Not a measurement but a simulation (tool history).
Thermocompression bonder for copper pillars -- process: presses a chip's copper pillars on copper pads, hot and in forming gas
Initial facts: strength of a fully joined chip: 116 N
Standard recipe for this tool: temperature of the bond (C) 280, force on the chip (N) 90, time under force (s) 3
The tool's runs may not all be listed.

run,day,temperature of the bond (C),force on the chip (N),time under force (s),force that shears a chip off (N)
1,0,280,90,3,39.1
2,0.304,280,90,3,37.5
3,0.642,280,90,3,39.3
4,1.092,280,90,3,38.6
5,1.45,280,90,3,38.7
6,1.658,280,90,2,33
7,1.942,280,90,3,38.2
8,2.379,280,90,3,38.8
# day 2.471: forming gas filter changed
9,2.821,280,90,4,47.9
10,3.2,280,69,3,33.4
11,3.433,280,69,3,33.3
# day 3.55: heater calibrated with a thermocouple chip
12,3.921,280,69,3,34.5
13,4.175,280,74,3,36.4
14,4.575,280,90,3,43.8
15,4.85,280,90,5,52.4
16,5.092,280,90,5,52.4

What does the tool deliver on the next run?
# day 5.488: heater calibrated with a thermocouple chip, once more
17,5.529,280,90,5,?

{"run 17": {"force that shears a chip off (N)": 50.5}}
On a tool with no hidden condition, and with the same random variation, this run would have come out at force that shears a chip off (N) 51.2.
